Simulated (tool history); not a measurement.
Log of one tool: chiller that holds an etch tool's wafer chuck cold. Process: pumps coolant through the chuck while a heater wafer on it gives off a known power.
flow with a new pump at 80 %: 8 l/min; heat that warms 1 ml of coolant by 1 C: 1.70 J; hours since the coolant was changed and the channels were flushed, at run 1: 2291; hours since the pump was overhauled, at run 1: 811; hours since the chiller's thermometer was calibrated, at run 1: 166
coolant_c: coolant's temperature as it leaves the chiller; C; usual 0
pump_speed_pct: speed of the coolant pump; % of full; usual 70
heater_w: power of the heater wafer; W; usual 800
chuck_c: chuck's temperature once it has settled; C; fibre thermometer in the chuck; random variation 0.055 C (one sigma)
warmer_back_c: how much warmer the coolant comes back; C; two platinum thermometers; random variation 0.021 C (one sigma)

| run | hour | coolant_c | pump_speed_pct | heater_w | hours since the coolant was changed and the channels were flushed | hours since the pump was overhauled | hours since the chiller's thermometer was calibrated | chuck_c | warmer_back_c |
|---|---|---|---|---|---|---|---|---|---|
| 1 | 0 | 0 | 70 | 800 | 2291 | 811 | 166 | 7.68 | 4.05 |
| 2 | 16.9 | 0 | 75 | 800 | 2308 | 828 | 183 | 7.42 | 3.79 |
| 3 | 36.9 | 0 | 75 | 800 | 2328 | 848 | 202 | 7.43 | 3.81 |
| 4 | 61.1 | 0 | 75 | 800 | 2352 | 872 | 227 | 7.29 | 3.78 |
| 5 | 78.6 | 0 | 75 | 800 | 2369 | 890 | 244 | 7.29 | 3.75 |
| 6 | 105.1 | -5 | 75 | 800 | 2396 | 916 | 271 | 2.36 | 3.81 |
| 7 | 124.8 | -5 | 75 | 800 | 2416 | 936 | 290 | 2.28 | 3.84 |
| 8 | 138.5 | 0 | 79 | 800 | 2429 | 950 | 304 | 7.12 | 3.61 |
| 9 | 156.3 | 0 | 79 | 800 | 2447 | 967 | 322 | 7.08 | 3.62 |
| 10 | 178.1 | 0 | 79 | 800 | 2469 | 989 | 344 | 7.05 | 3.61 |
| 11 | 193.2 | 0 | 79 | 800 | 2484 | 1004 | 359 | 7.05 | 3.62 |
| 12 | 209.2 | 0 | 79 | 800 | 2500 | 1020 | 375 | 7.03 | 3.59 |
|  | 212.7 | chiller's thermometer calibrated |
| 13 | 234.2 | 0 | 79 | 800 | 2524 | 1044 | 21 | 7.05 | 3.58 |
| 14 | 251.2 | 0 | 79 | 800 | 2541 | 1061 | 39 | 6.97 | 3.61 |
| 15 | 266.1 | -9 | 70 | 800 | 2556 | 1076 | 53 | -1.28 | 4.12 |
| 16 | 282.5 | -9 | 70 | 800 | 2572 | 1092 | 70 | -1.23 | 4.07 |
| 17 | 308.4 | -9 | 70 | 800 | 2598 | 1118 | 96 | -1.28 | 4.09 |
| 18 | 322 | -1 | 62 | 454 | 2612 | 1132 | 109 | 3.83 | 2.62 |
| 19 | 334.6 | 1 | 79 | 431 | 2624 | 1145 | 122 | 4.79 | 1.97 |
|  | 347.1 | chiller's thermometer calibrated, once more |
| 20 | 347.7 | -3 | 79 | 819 | 2636 | 1157 | 1 | 4.23 | 3.72 |
| 21 | 360.7 | -10 | 70 | 856 | 2649 | 1170 | 14 | -1.73 | 4.34 |
| 22 | 389.9 | -10 | 70 | 856 | 2679 | 1199 | 43 | -1.53 | 4.38 |
| 23 | 404.8 | -10 | 70 | 856 | 2694 | 1214 | 58 | -1.64 | 4.33 |
| 24 | 419.9 | -10 | 70 | 856 | 2709 | 1229 | 73 | -1.66 | 4.37 |
| 25 | 436.6 | 10 | 88 | 1070 | 2725 | 1246 | 90 | 18.58 | 4.35 |
| 26 | 451.9 | 6 | 88 | 745 | 2741 | 1261 | 105 | 11.93 | 2.99 |
| 27 | 481.3 | 6 | 76 | 745 | 2770 | 1290 | 134 | 12.72 | 3.52 |
| 28 | 494.6 | -8 | 68 | 725 | 2783 | 1304 | 147 | -0.81 | 3.85 |
| 29 | 515.8 | 0 | 91 | 800 | 2804 | 1325 | 169 | 6.34 | 3.13 |
| 30 | 543 | 0 | 95 | 800 | 2832 | 1352 | 196 | 6.16 | 3 |
| 31 | 555.3 | -5 | 91 | 800 | 2844 | 1364 | 208 | 1.29 | 3.13 |
| 32 | 570.1 | -5 | 91 | 800 | 2859 | 1379 | 223 | 1.4 | 3.16 |

Forecast each of these 4 alternatives for the next run:
| A | 588.5 | -5 | 93 | 800 | 2877 | 1398 | 241 | ? | ? |
| B | 588.5 | 0 | 67 | 673 | 2877 | 1398 | 241 | ? | ? |
| C | 588.5 | -5 | 98 | 1178 | 2877 | 1398 | 241 | ? | ? |
| D | 588.5 | 3 | 63 | 458 | 2877 | 1398 | 241 | ? | ? |

| run | chuck_c | warmer_back_c |
|---|---|---|
| A | 1.24 | 3.08 |
| B | 6.85 | 3.56 |
| C | 3.76 | 4.31 |
| D | 7.77 | 2.59 |
Without the tool's hidden state the same runs would have given:
| run | chuck_c | warmer_back_c |
|---|---|---|
| A | 1.03 | 3.04 |
| B | 6.62 | 3.51 |
| C | 3.43 | 4.25 |
| D | 7.62 | 2.56 |

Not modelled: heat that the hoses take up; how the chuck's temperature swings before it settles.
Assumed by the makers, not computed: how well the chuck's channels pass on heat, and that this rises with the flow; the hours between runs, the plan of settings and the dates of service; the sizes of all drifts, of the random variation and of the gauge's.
